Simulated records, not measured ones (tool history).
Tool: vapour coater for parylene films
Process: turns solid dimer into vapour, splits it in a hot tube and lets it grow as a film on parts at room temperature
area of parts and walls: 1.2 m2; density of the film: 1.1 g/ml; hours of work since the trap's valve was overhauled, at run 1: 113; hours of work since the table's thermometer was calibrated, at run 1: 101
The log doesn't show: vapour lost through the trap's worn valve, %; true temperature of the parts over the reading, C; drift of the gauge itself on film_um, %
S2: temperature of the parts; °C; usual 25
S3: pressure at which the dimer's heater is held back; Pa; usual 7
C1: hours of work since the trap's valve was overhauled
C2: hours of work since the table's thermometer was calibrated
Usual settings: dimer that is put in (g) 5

run 1 hour=0 | dimer_that_is_put_in_(g)=5 S2=25 S3=7 | C1=113 C2=101 | thickness_of_the_film_(µm)=2.49
run 2 hour=15.6 | dimer_that_is_put_in_(g)=5 S2=25 S3=7 | C1=124 C2=112 | thickness_of_the_film_(µm)=2.47
run 3 hour=32.2 | dimer_that_is_put_in_(g)=5 S2=25 S3=7 | C1=135 C2=123 | thickness_of_the_film_(µm)=2.43
run 4 hour=63.6 | dimer_that_is_put_in_(g)=5 S2=25 S3=7 | C1=157 C2=145 | thickness_of_the_film_(µm)=2.44
run 5 hour=79.5 | dimer_that_is_put_in_(g)=5 S2=25 S3=7 | C1=168 C2=156 | thickness_of_the_film_(µm)=2.45
run 6 hour=115.4 | dimer_that_is_put_in_(g)=5 S2=25 S3=7 | C1=193 C2=180 | thickness_of_the_film_(µm)=2.38
run 7 hour=146 | dimer_that_is_put_in_(g)=5 S2=25 S3=7 | C1=214 C2=202 | thickness_of_the_film_(µm)=2.39
run 8 hour=176.2 | dimer_that_is_put_in_(g)=5 S2=25 S3=7 | C1=235 C2=222 | thickness_of_the_film_(µm)=2.36
run 9 hour=209.8 | dimer_that_is_put_in_(g)=5 S2=25 S3=7 | C1=258 C2=246 | thickness_of_the_film_(µm)=2.35
run 10 hour=244.3 | dimer_that_is_put_in_(g)=5 S2=25 S3=7 | C1=282 C2=269 | thickness_of_the_film_(µm)=2.3
-- hour=255.7 trap's valve overhauled
run 11 hour=265.8 | dimer_that_is_put_in_(g)=5 S2=25 S3=7 | C1=7 C2=281 | thickness_of_the_film_(µm)=2.51
run 12 hour=284.8 | dimer_that_is_put_in_(g)=5 S2=25 S3=7 | C1=20 C2=295 | thickness_of_the_film_(µm)=2.51
run 13 hour=313.1 | dimer_that_is_put_in_(g)=5 S2=25 S3=7 | C1=40 C2=314 | thickness_of_the_film_(µm)=2.48
run 14 hour=335.9 | dimer_that_is_put_in_(g)=5 S2=25 S3=7 | C1=55 C2=330 | thickness_of_the_film_(µm)=2.46
run 15 hour=368.5 | dimer_that_is_put_in_(g)=5 S2=25 S3=7 | C1=78 C2=352 | thickness_of_the_film_(µm)=2.47
run 16 hour=398 | dimer_that_is_put_in_(g)=5 S2=25 S3=7 | C1=98 C2=373 | thickness_of_the_film_(µm)=2.42
run 17 hour=434.8 | dimer_that_is_put_in_(g)=5 S2=25 S3=7 | C1=124 C2=398 | thickness_of_the_film_(µm)=2.41
run 18 hour=469.3 | dimer_that_is_put_in_(g)=5 S2=25 S3=7 | C1=147 C2=422 | thickness_of_the_film_(µm)=2.4
run 19 hour=486 | dimer_that_is_put_in_(g)=5 S2=25 S3=7 | C1=159 C2=433 | thickness_of_the_film_(µm)=2.4
run 20 hour=505.3 | dimer_that_is_put_in_(g)=5 S2=25 S3=7 | C1=172 C2=447 | thickness_of_the_film_(µm)=2.39
run 21 hour=539.7 | dimer_that_is_put_in_(g)=5 S2=25 S3=7 | C1=196 C2=470 | thickness_of_the_film_(µm)=2.37
run 22 hour=574.3 | dimer_that_is_put_in_(g)=5 S2=25 S3=7 | C1=220 C2=494 | thickness_of_the_film_(µm)=2.33
run 23 hour=610 | dimer_that_is_put_in_(g)=5 S2=25 S3=7 | C1=244 C2=519 | thickness_of_the_film_(µm)=2.31
run 24 hour=641.8 | dimer_that_is_put_in_(g)=5 S2=25 S3=7 | C1=266 C2=541 | thickness_of_the_film_(µm)=2.3
run 25 hour=669 | dimer_that_is_put_in_(g)=2 S2=25 S3=7 | C1=285 C2=560 | thickness_of_the_film_(µm)=0.92
-- hour=675.1 trap's valve overhauled
run 26 hour=702.8 | dimer_that_is_put_in_(g)=2 S2=25 S3=7 | C1=19 C2=580 | thickness_of_the_film_(µm)=1
run 27 hour=722.4 | dimer_that_is_put_in_(g)=2 S2=24 S3=2.02 | C1=33 C2=594 | thickness_of_the_film_(µm)=1.33
run 28 hour=744.3 | dimer_that_is_put_in_(g)=2 S2=24 S3=2.02 | C1=48 C2=609 | thickness_of_the_film_(µm)=1.33
run 29 hour=762.5 | dimer_that_is_put_in_(g)=3 S2=24 S3=6.55 | C1=60 C2=621 | thickness_of_the_film_(µm)=1.55
run 30 hour=778.1 | dimer_that_is_put_in_(g)=3 S2=24 S3=6.55 | C1=71 C2=632 | thickness_of_the_film_(µm)=1.54
run 31 hour=809.3 | dimer_that_is_put_in_(g)=3 S2=24 S3=6.55 | C1=93 C2=654 | thickness_of_the_film_(µm)=1.53
run 32 hour=832.2 | dimer_that_is_put_in_(g)=3 S2=24 S3=6.55 | C1=108 C2=669 | thickness_of_the_film_(µm)=1.52
run 33 hour=867 | dimer_that_is_put_in_(g)=3 S2=24 S3=6.55 | C1=132 C2=693 | thickness_of_the_film_(µm)=1.52
run 34 hour=888.5 | dimer_that_is_put_in_(g)=3 S2=24 S3=6.55 | C1=147 C2=708 | thickness_of_the_film_(µm)=1.5
run 35 hour=905.3 | dimer_that_is_put_in_(g)=2 S2=23 S3=5.02 | C1=159 C2=720 | thickness_of_the_film_(µm)=1.09
run 36 hour=923.9 | dimer_that_is_put_in_(g)=3 S2=29 S3=3 | C1=172 C2=733 | thickness_of_the_film_(µm)=1.52
run 37 hour=958.7 | dimer_that_is_put_in_(g)=7 S2=30 S3=6.44 | C1=196 C2=757 | thickness_of_the_film_(µm)=2.87
run 38 hour=996 | dimer_that_is_put_in_(g)=4 S2=18 S3=6.59 | C1=221 C2=782 | thickness_of_the_film_(µm)=2.34
run 39 hour=1012.1 | dimer_that_is_put_in_(g)=2 S2=33 S3=6.59 | C1=232 C2=794 | thickness_of_the_film_(µm)=0.74
run 40 hour=1036.4 | dimer_that_is_put_in_(g)=5 S2=25 S3=5.51 | C1=249 C2=810 | thickness_of_the_film_(µm)=2.44
run 41 hour=1056 | dimer_that_is_put_in_(g)=5 S2=25 S3=5.51 | C1=263 C2=824 | thickness_of_the_film_(µm)=2.42
run 42 hour=1075.1 | dimer_that_is_put_in_(g)=5 S2=32 S3=5.51 | C1=276 C2=837 | thickness_of_the_film_(µm)=1.97
-- hour=1093.8 trap's valve overhauled
run 43 hour=1097.6 | dimer_that_is_put_in_(g)=5 S2=32 S3=5.51 | C1=3 C2=850 | thickness_of_the_film_(µm)=2.12
run 44 hour=1120.8 | dimer_that_is_put_in_(g)=8 S2=27 S3=6.56 | C1=19 C2=866 | thickness_of_the_film_(µm)=3.81
run 45 hour=1156.4 | dimer_that_is_put_in_(g)=5 S2=31 S3=6.14 | C1=43 C2=890 | thickness_of_the_film_(µm)=2.11
run 46 hour=1181.6 | dimer_that_is_put_in_(g)=2 S2=31 S3=6.14 | C1=61 C2=908 | thickness_of_the_film_(µm)=0.85
run 47 hour=1203 | dimer_that_is_put_in_(g)=3 S2=22 S3=2.85 | C1=75 C2=922 | thickness_of_the_film_(µm)=1.96

Forecast each of these 4 alternatives for the next run:
run A hour=1234.3 | dimer_that_is_put_in_(g)=5 S2=25 S3=2.93 | C1=97 C2=944 | thickness_of_the_film_(µm)=?
run B hour=1234.3 | dimer_that_is_put_in_(g)=5 S2=27 S3=3.69 | C1=97 C2=944 | thickness_of_the_film_(µm)=?
run C hour=1234.3 | dimer_that_is_put_in_(g)=4 S2=28 S3=7.06 | C1=97 C2=944 | thickness_of_the_film_(µm)=?
run D hour=1234.3 | dimer_that_is_put_in_(g)=7 S2=23 S3=10.92 | C1=97 C2=944 | thickness_of_the_film_(µm)=?

run=A thickness_of_the_film_(µm)=2.96
run=B thickness_of_the_film_(µm)=2.65
run=C thickness_of_the_film_(µm)=1.76
run=D thickness_of_the_film_(µm)=3.28
Without the tool's hidden state the same runs would have given:
run=A thickness_of_the_film_(µm)=3.12
run=B thickness_of_the_film_(µm)=2.79
run=C thickness_of_the_film_(µm)=1.86
run=D thickness_of_the_film_(µm)=3.46

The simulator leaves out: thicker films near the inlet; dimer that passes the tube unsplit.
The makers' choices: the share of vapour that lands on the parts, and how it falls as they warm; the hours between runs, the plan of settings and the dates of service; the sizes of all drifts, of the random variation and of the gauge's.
